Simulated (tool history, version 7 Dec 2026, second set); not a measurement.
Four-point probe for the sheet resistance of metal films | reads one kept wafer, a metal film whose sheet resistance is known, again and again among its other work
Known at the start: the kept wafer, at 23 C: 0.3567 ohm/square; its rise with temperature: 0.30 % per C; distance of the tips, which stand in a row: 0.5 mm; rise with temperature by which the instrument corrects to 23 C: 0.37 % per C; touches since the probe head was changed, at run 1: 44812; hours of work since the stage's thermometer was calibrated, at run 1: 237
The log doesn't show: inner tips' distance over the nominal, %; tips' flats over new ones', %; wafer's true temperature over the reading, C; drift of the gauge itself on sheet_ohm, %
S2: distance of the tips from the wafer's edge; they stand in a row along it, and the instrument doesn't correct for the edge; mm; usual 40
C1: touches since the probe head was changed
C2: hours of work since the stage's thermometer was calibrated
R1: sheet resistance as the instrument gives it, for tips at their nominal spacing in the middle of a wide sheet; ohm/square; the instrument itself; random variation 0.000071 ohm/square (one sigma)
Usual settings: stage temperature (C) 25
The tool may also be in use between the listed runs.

{"run": 1, "hour": 0.0, "stage temperature (C)": 25, "S2": 40, "C1": 44812, "C2": 237, "R1": 0.352459}
{"run": 2, "hour": 14.5, "stage temperature (C)": 25, "S2": 40, "C1": 45383, "C2": 244, "R1": 0.352556}
{"run": 3, "hour": 25.3, "stage temperature (C)": 25, "S2": 40, "C1": 45809, "C2": 249, "R1": 0.352528}
{"run": 4, "hour": 35.8, "stage temperature (C)": 25, "S2": 40, "C1": 46226, "C2": 254, "R1": 0.352432}
{"run": 5, "hour": 46.8, "stage temperature (C)": 25, "S2": 40, "C1": 46660, "C2": 260, "R1": 0.352363}
{"run": 6, "hour": 57.1, "stage temperature (C)": 20, "S2": 40, "C1": 47067, "C2": 265, "R1": 0.353612}
{"run": 7, "hour": 69.7, "stage temperature (C)": 25, "S2": 19, "C1": 47563, "C2": 271, "R1": 0.352485}
{"run": 8, "hour": 83.6, "stage temperature (C)": 25, "S2": 19, "C1": 48111, "C2": 278, "R1": 0.352353}
{"run": 9, "hour": 93.8, "stage temperature (C)": 18, "S2": 40, "C1": 48515, "C2": 283, "R1": 0.353981}
{"run": 10, "hour": 102.7, "stage temperature (C)": 25, "S2": 12, "C1": 48866, "C2": 288, "R1": 0.352416}
{"run": 11, "hour": 116.8, "stage temperature (C)": 25, "S2": 40, "C1": 49423, "C2": 295, "R1": 0.352275}
{"run": 12, "hour": 129.8, "stage temperature (C)": 25, "S2": 40, "C1": 49936, "C2": 301, "R1": 0.3521}
{"run": 13, "hour": 137.6, "stage temperature (C)": 25, "S2": 40, "C1": 50246, "C2": 305, "R1": 0.352151}
{"run": 14, "hour": 145.0, "stage temperature (C)": 22, "S2": 24, "C1": 50538, "C2": 309, "R1": 0.352794}
{"hour": 146.8, "done": "stage's thermometer calibrated"}
{"run": 15, "hour": 158.1, "stage temperature (C)": 34, "S2": 13, "C1": 51035, "C2": 6, "R1": 0.350292}
{"run": 16, "hour": 167.2, "stage temperature (C)": 34, "S2": 13, "C1": 51393, "C2": 10, "R1": 0.350125}
{"run": 17, "hour": 181.5, "stage temperature (C)": 23, "S2": 12, "C1": 51957, "C2": 17, "R1": 0.352777}
{"run": 18, "hour": 196.2, "stage temperature (C)": 21, "S2": 71, "C1": 52540, "C2": 24, "R1": 0.352995}
{"run": 19, "hour": 209.7, "stage temperature (C)": 21, "S2": 71, "C1": 53073, "C2": 31, "R1": 0.352877}
{"hour": 222.7, "done": "stage's thermometer calibrated, once more"}
{"run": 20, "hour": 223.5, "stage temperature (C)": 19, "S2": 43, "C1": 53596, "C2": 0, "R1": 0.353337}
{"run": 21, "hour": 232.5, "stage temperature (C)": 32, "S2": 40, "C1": 53952, "C2": 5, "R1": 0.350455}
{"run": 22, "hour": 239.9, "stage temperature (C)": 24, "S2": 10, "C1": 54244, "C2": 9, "R1": 0.352426}
{"run": 23, "hour": 249.8, "stage temperature (C)": 19, "S2": 25, "C1": 54636, "C2": 13, "R1": 0.3535}
{"run": 24, "hour": 257.6, "stage temperature (C)": 30, "S2": 35, "C1": 54943, "C2": 17, "R1": 0.350588}
{"run": 25, "hour": 265.4, "stage temperature (C)": 25, "S2": 5, "C1": 55250, "C2": 21, "R1": 0.353615}

Forecast each of these 5 alternatives for the next run:
{"run": "A", "hour": 273.7, "stage temperature (C)": 31, "S2": 16, "C1": 55580, "C2": 25, "R1": "?"}
{"run": "B", "hour": 273.7, "stage temperature (C)": 18, "S2": 7, "C1": 55580, "C2": 25, "R1": "?"}
{"run": "C", "hour": 273.7, "stage temperature (C)": 25, "S2": 17, "C1": 55580, "C2": 25, "R1": "?"}
{"run": "D", "hour": 273.7, "stage temperature (C)": 26, "S2": 41, "C1": 55580, "C2": 25, "R1": "?"}
{"run": "E", "hour": 273.7, "stage temperature (C)": 21, "S2": 4, "C1": 55580, "C2": 25, "R1": "?"}

run=A R1=0.350426
run=B R1=0.354331
run=C R1=0.351835
run=D R1=0.351455
run=E R1=0.355586
Without the tool's hidden state the same runs would have given:
run=A R1=0.354891
run=B R1=0.358846
run=C R1=0.356318
run=D R1=0.355933
run=E R1=0.360114
